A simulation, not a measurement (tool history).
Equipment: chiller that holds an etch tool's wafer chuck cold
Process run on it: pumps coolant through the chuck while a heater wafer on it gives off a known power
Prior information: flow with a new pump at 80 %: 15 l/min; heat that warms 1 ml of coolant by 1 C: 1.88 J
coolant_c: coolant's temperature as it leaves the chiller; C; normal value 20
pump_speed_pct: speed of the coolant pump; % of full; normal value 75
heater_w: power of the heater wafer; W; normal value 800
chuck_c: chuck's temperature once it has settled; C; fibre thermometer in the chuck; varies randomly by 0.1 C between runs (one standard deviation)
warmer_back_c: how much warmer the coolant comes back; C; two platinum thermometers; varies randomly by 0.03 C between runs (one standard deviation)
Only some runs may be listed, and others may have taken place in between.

run	day	coolant_c	pump_speed_pct	heater_w	chuck_c	warmer_back_c
1	0	20	75	800	26.9	1.88
2	7.125	11	75	800	18	1.93
3	11.425	11	75	800	18.3	1.86
4	20.454	11	75	800	18.2	1.91
# day 23.529: chiller's thermometer calibrated
5	25.754	11	75	800	17.6	1.97
6	35.075	11	75	800	17.8	1.96
7	40.458	20	78	800	26.6	1.92
8	44.779	20	78	800	26.7	1.87
9	53.046	20	78	800	26.9	1.86
10	57.921	20	78	800	27	1.95
11	64.046	20	78	800	27	1.93
12	72.438	20	75	800	27.4	1.98
# day 75.758: coolant changed, channels flushed
13	80.462	20	75	800	26	1.98
14	87.425	20	75	800	26	2.04
15	96.188	20	75	402	23.1	0.96
16	100.646	20	75	402	23.3	1.03
17	109.108	28	64	1131	38.2	3.41
18	117.762	13	90	1131	20.5	2.41
19	126.329	20	68	702	26.1	2.03
20	134.821	12	74	702	17.9	1.81
# day 140.879: chiller's thermometer calibrated
21	140.879	17	84	956	23.6	2.24
22	145.188	12	99	560	15.3	1.09
23	152.262	10	98	415	12.7	0.83
24	156.9	12	80	800	18	1.99
25	161.762	13	80	749	18.8	1.92
26	166.675	13	80	749	18.7	1.86
27	172.542	20	75	983	27.9	2.63
28	179.904	10	75	1153	19.4	3.08
29	183.8	10	75	1153	19.7	3.13

Below are 5 alternative next runs, each starting from the tool's condition after run 29. Predict each:
A	189.417	11	75	421	?	?
B	189.417	12	75	800	?	?
C	189.417	12	75	1153	?	?
D	189.417	20	75	724	?	?
E	189.417	10	62	412	?	?

run	chuck_c	warmer_back_c
A	14.7	1.08
B	18.8	2.18
C	21.6	3.05
D	26.2	1.94
E	14.2	1.38
The same runs, with their run-to-run variation unchanged, on a tool lacking any hidden condition would have given:
run	chuck_c	warmer_back_c
A	13.7	0.89
B	17.1	1.82
C	19.2	2.54
D	24.6	1.61
E	13.1	1.15
